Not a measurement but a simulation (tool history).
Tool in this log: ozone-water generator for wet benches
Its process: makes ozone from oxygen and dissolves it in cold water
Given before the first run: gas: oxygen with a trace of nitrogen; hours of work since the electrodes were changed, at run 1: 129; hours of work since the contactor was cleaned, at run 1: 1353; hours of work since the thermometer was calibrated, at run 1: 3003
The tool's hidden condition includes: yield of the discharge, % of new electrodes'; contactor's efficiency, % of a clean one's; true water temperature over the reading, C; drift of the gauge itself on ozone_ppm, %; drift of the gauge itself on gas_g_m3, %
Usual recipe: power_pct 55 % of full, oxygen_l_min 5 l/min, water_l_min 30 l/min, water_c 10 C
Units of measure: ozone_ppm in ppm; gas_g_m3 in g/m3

run	day	power_pct	oxygen_l_min	water_l_min	water_c	hours of work since the electrodes were changed	hours of work since the contactor was cleaned	hours of work since the thermometer was calibrated	ozone_ppm	gas_g_m3
1	0	55	5	30	10	129	1353	3003	21.2	224.1
2	2.033	55	3.33	30	10	167	1392	3041	19.2	278.3
3	4.933	55	3.33	30	10	222	1446	3096	19.2	277.4
4	6.904	55	3.33	30	10	260	1484	3133	19.3	278.9
5	10.188	55	3.33	30	13	322	1546	3196	18.8	275.1
6	12.304	55	5	30	9	362	1586	3236	21.1	223.9
7	15.929	55	4.01	30	10	431	1655	3304	20	251.4
8	17.467	55	4.01	30	10	460	1684	3333	19.9	254.1
9	19.496	55	4.01	30	10	498	1722	3372	20	252.7
10	22.217	55	4.01	30	10	550	1774	3423	20	252.7
11	25.508	55	4.01	30	10	612	1836	3486	20	249.2
# day 27.117: water thermometer calibrated
12	28.721	55	4.01	30	10	672	1897	30	19.8	250.3
13	31.254	55	5	30	10	720	1944	78	20.8	222.6
14	32.979	55	5	30	10	753	1977	111	20.9	223.9
15	35.188	55	5	30	10	795	2019	153	21.1	224.7
16	38.571	55	2.54	30	10	859	2083	217	17.7	315.4
17	41.071	55	5	30	7	906	2130	264	21.4	224.5
18	43.046	55	6.09	30	10	944	2168	302	21.6	200.4
19	45.892	83	3.38	23	13	998	2222	356	30.4	343.3
20	48.958	83	3.07	23	13	1056	2280	414	29.9	359.1
21	51.733	83	3.07	23	13	1108	2332	466	29.4	360.9
22	54.117	92	2.92	18	6	1153	2377	511	41.1	395.1
23	56.483	77	2.92	34	6	1198	2422	556	19.5	352.3
24	57.954	55	5	30	11	1226	2450	584	20.6	220.2
25	61.442	69	5	18	10	1292	2516	650	36.5	252.5
26	63.775	69	5	18	10	1336	2560	694	36.4	248.4
27	66.942	64	4.27	30	8	1396	2620	754	22.2	263.4
28	70.125	60	4.42	25	13	1457	2681	814	24.5	247.9
29	73.35	54	7.05	28	9	1518	2742	876	23	184.3
30	76.433	64	6.13	22	6	1576	2800	934	32	216.4
31	79.225	55	5	18	10	1629	2853	987	31.7	219.9
32	81.242	87	5	18	10	1667	2891	1025	41.6	286
33	82.775	55	5	30	14	1696	2920	1054	19.9	221.5
34	84.592	55	5	30	14	1731	2955	1088	19.8	221.2

Alternative continuations, all from the tool just after run 34; predict every row:
A	86.812	93	5	34	6	1773	2997	1131	?	?
B	86.812	55	5	23	16	1773	2997	1131	?	?
C	86.812	55	5	19	6	1773	2997	1131	?	?

run	ozone_ppm	gas_g_m3
A	25.4	295.2
B	24.2	219.1
C	32	218.7
The same runs, with their run-to-run variation unchanged, on a tool lacking any hidden condition would have given:
run	ozone_ppm	gas_g_m3
A	27.1	309
B	25.4	226.6
C	33.6	226.3

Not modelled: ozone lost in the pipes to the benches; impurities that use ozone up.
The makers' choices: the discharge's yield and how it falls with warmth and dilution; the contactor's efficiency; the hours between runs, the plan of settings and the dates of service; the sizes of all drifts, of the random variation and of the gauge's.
